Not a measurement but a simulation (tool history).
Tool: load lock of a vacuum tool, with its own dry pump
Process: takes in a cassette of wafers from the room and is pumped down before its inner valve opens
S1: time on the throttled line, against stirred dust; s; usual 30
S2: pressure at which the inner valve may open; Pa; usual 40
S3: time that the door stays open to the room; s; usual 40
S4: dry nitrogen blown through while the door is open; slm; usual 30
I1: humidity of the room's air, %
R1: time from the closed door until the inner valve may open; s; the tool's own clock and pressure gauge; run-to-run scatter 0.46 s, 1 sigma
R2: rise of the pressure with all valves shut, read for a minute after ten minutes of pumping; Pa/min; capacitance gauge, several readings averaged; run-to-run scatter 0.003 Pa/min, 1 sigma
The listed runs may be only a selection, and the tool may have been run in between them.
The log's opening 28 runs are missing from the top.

Run 29, hour 6448.6: usual settings but S2 57 Pa, S3 64 s; I1 45.5. Result: R1 61.4 s, R2 0.2 Pa/min.
Run 30, hour 6693.3: usual settings but S1 20 s, S2 44 Pa, S3 107 s, S4 18 slm; I1 45.5. Result: R1 56.2 s, R2 0.217 Pa/min.
Run 31, hour 6898.2: usual settings but S1 51 s, S2 44 Pa, S3 95 s, S4 18 slm; I1 42.9. Result: R1 76.7 s, R2 0.231 Pa/min.
Run 32, hour 7135.8: usual settings but S2 59 Pa, S4 14 slm; I1 44.2. Result: R1 60.6 s, R2 0.235 Pa/min.
Run 33, hour 7336.6: usual settings but S1 38 s, S2 75 Pa, S3 68 s, S4 10 slm; I1 48.2. Result: R1 65.3 s, R2 0.253 Pa/min.
Run 34, hour 7481: usual settings but S1 38 s, S2 75 Pa, S3 30 s, S4 10 slm; I1 43.8. Result: R1 65.3 s, R2 0.25 Pa/min.
Run 35, hour 7707.3: usual settings but S1 38 s, S2 57 Pa, S3 30 s, S4 17 slm; I1 44.8. Result: R1 67.3 s, R2 0.252 Pa/min.
Run 36, hour 7865.9: usual settings but S3 58 s; I1 44.7. Result: R1 62.8 s, R2 0.258 Pa/min.

Below are 5 alternative next runs, each starting from the tool's condition after run 36. Predict each:
Run A, hour 8186: usual settings but S1 16 s, S2 30 Pa, S3 58 s, S4 10 slm; I1 45.6. Result: R1 ?, R2 ?.
Run B, hour 8186: usual settings but S1 17 s, S3 56 s, S4 23 slm; I1 45.3. Result: R1 ?, R2 ?.
Run C, hour 8186: usual settings but S2 35 Pa, S3 61 s; I1 50.6. Result: R1 ?, R2 ?.
Run D, hour 8186: usual settings but S1 15 s, S2 46 Pa, S3 86 s; I1 48.7. Result: R1 ?, R2 ?.
Run E, hour 8186: usual settings but S1 56 s, S2 49 Pa, S4 37 slm; I1 46.3. Result: R1 ?, R2 ?.

run    R1     R2
  A  56.1   0.28
  B    55  0.278
  C  64.5  0.274
  D  53.4  0.281
  E  79.5  0.268
Had the tool no hidden state, the same runs would have come out as:
run    R1     R2
  A  50.5  0.032
  B  49.6  0.029
  C  59.6  0.022
  D  48.1  0.026
  E  76.1  0.016

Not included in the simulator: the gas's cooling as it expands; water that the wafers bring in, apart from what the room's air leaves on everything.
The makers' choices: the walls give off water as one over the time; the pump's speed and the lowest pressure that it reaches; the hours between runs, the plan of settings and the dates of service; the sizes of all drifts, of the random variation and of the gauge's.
